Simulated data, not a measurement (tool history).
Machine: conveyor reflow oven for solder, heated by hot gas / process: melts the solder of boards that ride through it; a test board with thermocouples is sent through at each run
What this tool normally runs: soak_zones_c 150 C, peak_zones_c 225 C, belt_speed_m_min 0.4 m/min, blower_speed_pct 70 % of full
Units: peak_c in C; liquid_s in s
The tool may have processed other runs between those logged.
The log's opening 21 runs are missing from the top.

run,hour,soak_zones_c,peak_zones_c,belt_speed_m_min,blower_speed_pct,peak_c,liquid_s
22,650.2,149,214,0.465,82,201.9,47.9
23,675,139,226,0.351,52,210.9,70.7
24,701.4,139,226,0.351,52,210.9,70.9
25,736.1,139,226,0.451,84,210.5,54.4
26,754.7,139,229,0.451,66,208.9,51.5
27,790.2,139,229,0.451,66,208.8,51.3
28,812.3,150,225,0.392,88,215.5,74.8
29,830.9,150,237,0.4,89,226,80.6

Run 30 has not been measured yet. What should we expect?
30,850.7,141,223,0.33,73,?,?

peak_c: 214.5 C
liquid_s: 82.5 s
On a tool with no hidden condition, and with the same random variation, this run would have come out at peak_c 214.9 C, liquid_s 83.5 s.

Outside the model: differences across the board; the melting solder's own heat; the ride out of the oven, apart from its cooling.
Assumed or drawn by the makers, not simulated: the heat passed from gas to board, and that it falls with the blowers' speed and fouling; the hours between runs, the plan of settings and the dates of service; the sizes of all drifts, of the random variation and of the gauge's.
